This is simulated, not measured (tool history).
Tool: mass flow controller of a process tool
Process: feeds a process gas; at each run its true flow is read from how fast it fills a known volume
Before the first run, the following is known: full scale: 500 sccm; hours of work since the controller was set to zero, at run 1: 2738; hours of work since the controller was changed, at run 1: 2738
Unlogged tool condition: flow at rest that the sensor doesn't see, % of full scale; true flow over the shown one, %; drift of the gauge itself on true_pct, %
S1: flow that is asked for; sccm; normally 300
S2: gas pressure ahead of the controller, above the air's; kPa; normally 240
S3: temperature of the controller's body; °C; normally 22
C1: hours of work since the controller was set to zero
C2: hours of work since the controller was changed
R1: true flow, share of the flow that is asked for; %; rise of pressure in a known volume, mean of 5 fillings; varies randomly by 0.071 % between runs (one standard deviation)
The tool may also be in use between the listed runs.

run	hour	S1	S2	S3	C1	C2	R1
1	0.0	300	240	22	2738	2738	100.03
2	62.4	300	240	22	2760	2760	100.14
3	169.4	300	198	22	2798	2798	99.95
4	283.8	300	198	22	2839	2839	99.83
5	339.6	300	198	22	2859	2859	99.86
6	469.6	300	198	22	2905	2905	99.95
7	579.9	300	198	22	2944	2944	99.98
8	689.2	300	240	30	2983	2983	99.49
9	827.3	300	240	30	3032	3032	99.41
10	908.3	300	240	22	3061	3061	100.04
11	978.8	300	240	21	3086	3086	100.19
12	1076.0	300	240	21	3121	3121	100.16
13	1181.4	414	240	21	3158	3158	100.31
14	1316.8	126	143	25	3206	3206	99.23
15	1390.3	126	143	25	3232	3232	99.17
16	1487.1	210	162	27	3267	3267	99.22
17	1575.0	210	162	27	3298	3298	99.17
18	1693.0	300	142	29	3340	3340	99.21
19	1814.7	145	264	28	3383	3383	99.38
20	1911.5	300	252	22	3418	3418	100.10
21	2019.2	211	191	22	3456	3456	99.64
22	2088.9	211	191	22	3481	3481	99.82
23	2179.7	186	239	20	3513	3513	99.97
24	2269.4	136	234	35	3545	3545	98.71
25	2393.0	77	267	21	3589	3589	100.00
26	2513.5	77	214	21	3632	3632	99.60

Below are 3 alternative next runs, each starting from the tool's condition after run 26. Predict each:
A	2573.0	164	196	37	3653	3653	?
B	2573.0	87	195	21	3653	3653	?
C	2573.0	255	214	31	3653	3653	?

run	R1
A	98.42
B	99.47
C	99.28
Take away the tool's hidden state, keep each run's random variation, and the runs would have read:
run	R1
A	98.40
B	99.47
C	99.25
